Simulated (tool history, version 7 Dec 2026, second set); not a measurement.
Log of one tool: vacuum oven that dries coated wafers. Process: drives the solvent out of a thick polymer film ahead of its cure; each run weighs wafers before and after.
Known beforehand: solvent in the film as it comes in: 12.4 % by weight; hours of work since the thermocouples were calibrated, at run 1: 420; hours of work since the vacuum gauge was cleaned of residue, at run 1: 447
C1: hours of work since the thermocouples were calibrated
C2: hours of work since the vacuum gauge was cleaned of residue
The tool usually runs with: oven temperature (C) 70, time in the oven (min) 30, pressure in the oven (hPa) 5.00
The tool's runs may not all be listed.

run 1 hour=0.0 | oven_temperature_(C)=70 time_in_the_oven_(min)=30 pressure_in_the_oven_(hPa)=5.00 | C1=420 C2=447 | solvent_left_in_the_film_(%)=1.75
run 2 hour=13.4 | oven_temperature_(C)=70 time_in_the_oven_(min)=30 pressure_in_the_oven_(hPa)=5.00 | C1=427 C2=454 | solvent_left_in_the_film_(%)=1.72
run 3 hour=26.4 | oven_temperature_(C)=70 time_in_the_oven_(min)=30 pressure_in_the_oven_(hPa)=5.00 | C1=434 C2=461 | solvent_left_in_the_film_(%)=1.74
run 4 hour=43.5 | oven_temperature_(C)=70 time_in_the_oven_(min)=30 pressure_in_the_oven_(hPa)=5.00 | C1=443 C2=470 | solvent_left_in_the_film_(%)=1.72
run 5 hour=62.0 | oven_temperature_(C)=70 time_in_the_oven_(min)=30 pressure_in_the_oven_(hPa)=5.00 | C1=453 C2=480 | solvent_left_in_the_film_(%)=1.76
run 6 hour=77.1 | oven_temperature_(C)=70 time_in_the_oven_(min)=30 pressure_in_the_oven_(hPa)=5.00 | C1=461 C2=488 | solvent_left_in_the_film_(%)=1.75
run 7 hour=98.1 | oven_temperature_(C)=70 time_in_the_oven_(min)=30 pressure_in_the_oven_(hPa)=5.00 | C1=472 C2=499 | solvent_left_in_the_film_(%)=1.75
run 8 hour=116.3 | oven_temperature_(C)=70 time_in_the_oven_(min)=30 pressure_in_the_oven_(hPa)=5.00 | C1=481 C2=508 | solvent_left_in_the_film_(%)=1.74
run 9 hour=139.4 | oven_temperature_(C)=70 time_in_the_oven_(min)=30 pressure_in_the_oven_(hPa)=5.00 | C1=493 C2=520 | solvent_left_in_the_film_(%)=1.71
run 10 hour=157.0 | oven_temperature_(C)=70 time_in_the_oven_(min)=30 pressure_in_the_oven_(hPa)=5.00 | C1=502 C2=530 | solvent_left_in_the_film_(%)=1.78
run 11 hour=169.3 | oven_temperature_(C)=70 time_in_the_oven_(min)=30 pressure_in_the_oven_(hPa)=5.00 | C1=509 C2=536 | solvent_left_in_the_film_(%)=1.71
run 12 hour=197.9 | oven_temperature_(C)=70 time_in_the_oven_(min)=33 pressure_in_the_oven_(hPa)=4.11 | C1=524 C2=551 | solvent_left_in_the_film_(%)=1.45
run 13 hour=224.9 | oven_temperature_(C)=67 time_in_the_oven_(min)=30 pressure_in_the_oven_(hPa)=11.92 | C1=538 C2=565 | solvent_left_in_the_film_(%)=2.97
-- hour=228.2 oven's thermocouples calibrated
run 14 hour=248.6 | oven_temperature_(C)=70 time_in_the_oven_(min)=16 pressure_in_the_oven_(hPa)=5.00 | C1=11 C2=577 | solvent_left_in_the_film_(%)=3.69
run 15 hour=260.7 | oven_temperature_(C)=70 time_in_the_oven_(min)=16 pressure_in_the_oven_(hPa)=5.00 | C1=17 C2=583 | solvent_left_in_the_film_(%)=3.64
run 16 hour=272.9 | oven_temperature_(C)=70 time_in_the_oven_(min)=16 pressure_in_the_oven_(hPa)=5.00 | C1=23 C2=589 | solvent_left_in_the_film_(%)=3.65
run 17 hour=292.9 | oven_temperature_(C)=56 time_in_the_oven_(min)=16 pressure_in_the_oven_(hPa)=8.71 | C1=34 C2=600 | solvent_left_in_the_film_(%)=7.12
run 18 hour=320.6 | oven_temperature_(C)=56 time_in_the_oven_(min)=16 pressure_in_the_oven_(hPa)=8.71 | C1=48 C2=614 | solvent_left_in_the_film_(%)=7.10
-- hour=341.4 oven's thermocouples calibrated, once more
run 19 hour=351.6 | oven_temperature_(C)=56 time_in_the_oven_(min)=16 pressure_in_the_oven_(hPa)=8.71 | C1=5 C2=630 | solvent_left_in_the_film_(%)=7.12
run 20 hour=369.0 | oven_temperature_(C)=79 time_in_the_oven_(min)=15 pressure_in_the_oven_(hPa)=11.47 | C1=14 C2=639 | solvent_left_in_the_film_(%)=2.33
run 21 hour=389.9 | oven_temperature_(C)=79 time_in_the_oven_(min)=15 pressure_in_the_oven_(hPa)=11.47 | C1=25 C2=650 | solvent_left_in_the_film_(%)=2.34
run 22 hour=414.1 | oven_temperature_(C)=79 time_in_the_oven_(min)=15 pressure_in_the_oven_(hPa)=11.47 | C1=38 C2=662 | solvent_left_in_the_film_(%)=2.36

Each row is a separate what-if for the run after 22, all from the same tool condition, not one after another. Results?
run A hour=431.7 | oven_temperature_(C)=72 time_in_the_oven_(min)=45 pressure_in_the_oven_(hPa)=11.47 | C1=47 C2=671 | solvent_left_in_the_film_(%)=?
run B hour=431.7 | oven_temperature_(C)=83 time_in_the_oven_(min)=15 pressure_in_the_oven_(hPa)=5.65 | C1=47 C2=671 | solvent_left_in_the_film_(%)=?
run C hour=431.7 | oven_temperature_(C)=79 time_in_the_oven_(min)=21 pressure_in_the_oven_(hPa)=11.47 | C1=47 C2=671 | solvent_left_in_the_film_(%)=?

run=A solvent_left_in_the_film_(%)=1.39
run=B solvent_left_in_the_film_(%)=1.34
run=C solvent_left_in_the_film_(%)=1.54
Take away the tool's hidden state, keep each run's random variation, and the runs would have read:
run=A solvent_left_in_the_film_(%)=1.35
run=B solvent_left_in_the_film_(%)=1.37
run=C solvent_left_in_the_film_(%)=1.55
